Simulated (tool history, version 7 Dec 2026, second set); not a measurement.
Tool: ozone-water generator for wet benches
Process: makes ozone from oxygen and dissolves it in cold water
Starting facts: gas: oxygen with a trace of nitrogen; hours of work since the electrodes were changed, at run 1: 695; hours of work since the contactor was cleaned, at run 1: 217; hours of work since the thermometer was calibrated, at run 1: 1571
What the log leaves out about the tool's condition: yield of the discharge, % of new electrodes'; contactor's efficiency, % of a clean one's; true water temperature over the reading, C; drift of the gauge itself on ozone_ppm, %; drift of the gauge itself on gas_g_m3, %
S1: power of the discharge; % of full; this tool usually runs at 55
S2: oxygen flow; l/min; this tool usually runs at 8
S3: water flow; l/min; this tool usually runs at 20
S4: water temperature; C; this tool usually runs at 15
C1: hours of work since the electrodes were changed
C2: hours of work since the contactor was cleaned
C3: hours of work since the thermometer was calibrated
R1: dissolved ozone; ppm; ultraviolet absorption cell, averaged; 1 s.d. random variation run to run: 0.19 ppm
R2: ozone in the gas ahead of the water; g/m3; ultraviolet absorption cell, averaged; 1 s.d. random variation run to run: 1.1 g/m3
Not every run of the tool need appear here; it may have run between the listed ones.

run    hour  S1     S2  S3  S4    C1    C2    C3    R1     R2
  1       0  55      8  20  15   695   217  1571  26.5  201.6
  2    28.1  55      8  20  15   713   234  1588  27.1  198.4
  3      59  55      8  20  15   732   253  1607  26.6  200.3
  4    92.2  55      8  20  15   753   274  1628  26.5  199.7
  5   154.8  55      8  20  15   792   313  1667  26.4  200.6
  6   202.7  55      8  20  15   821   343  1696  26.9  199.9
  7   266.8  55      8  20  14   861   382  1736    27  199.5
  8   304.5  55      8  20  14   884   406  1760  27.2  200.2
  9   350.4  55      8  20  15   913   434  1788  26.8  200.6
 10   386.8  55      8  20  15   935   457  1811  26.7  199.7
 11   437.3  55      8  20  15   967   488  1842  26.7  198.8
 12     479  51      8  20  15   993   514  1868  25.8  192.3
 13     523  51      8  20  15  1020   541  1895  25.8  192.3
 14   586.7  55      8  20  15  1060   581  1935  26.6  198.3
 15   640.9  55      8  20  15  1093   615  1968  26.4  198.6
 16   674.7  55      8  20  15  1114   636  1989  26.5    200
 17   703.6  55      8  20  15  1132   654  2007    27  199.4
 18   735.1  65   7.83  16  18  1152   673  2027  31.7  220.7
 19   798.1  55      8  20  11  1191   712  2066  28.2  198.2
 20   856.4  55      8  20  11  1227   748  2102  28.2  200.3
 21   922.1  55      8  20  11  1268   789  2143  28.1  197.7
 22   969.6  55      8  20  11  1297   819  2172    28  198.1
 23  1003.6  55   5.94  15   7  1318   840  2193  38.2  242.3
 24  1035.2  55   5.94  15   7  1338   859  2213  38.1  245.2
 25  1071.4  55   5.94  15   7  1360   882  2236  38.4  243.6
 26  1120.7  55   5.94  15   7  1391   912  2266  38.3  244.4
 27  1158.6  55   5.94  15   7  1415   936  2290    38    245
 28  1209.2  55   6.51  15   7  1446   967  2321  37.6  225.2
 29  1262.9  55      8  21  15  1479  1001  2354  25.4  197.6
 30  1307.5  55      8  21  15  1507  1028  2382  25.5    198
 31  1353.4  50  12.07  24  21  1535  1057  2411  18.2  140.7
 32    1407  96   4.57  20  14  1569  1090  2444  38.7  391.1
 33  1450.2  96   7.86  13   8  1596  1117  2471  51.4  268.4

Some steps in R1 between neighbouring runs. How much of each would the tool show without its hidden state too (settings, what came in, random variation), and how much is left for the hidden state, with any gauge scatter that isn't in both results?
Run 22 -> 23: S2 8 -> 5.94, S3 20 -> 15, S4 11 -> 7. R1 +10.2 ppm: hidden state -0.4, all else +10.6.
Run 28 -> 29: S2 6.51 -> 8, S3 15 -> 21, S4 7 -> 15. R1 -12.2 ppm: hidden state +0.4, all else -12.6.
Run 31 -> 32: S1 50 -> 96, S2 12.07 -> 4.57, S3 24 -> 20, S4 21 -> 14. R1 +20.5 ppm: hidden state -1.3, all else +21.8.
Run 32 -> 33: S2 4.57 -> 7.86, S3 20 -> 13, S4 14 -> 8. R1 +12.7 ppm: hidden state -0.7, all else +13.4.
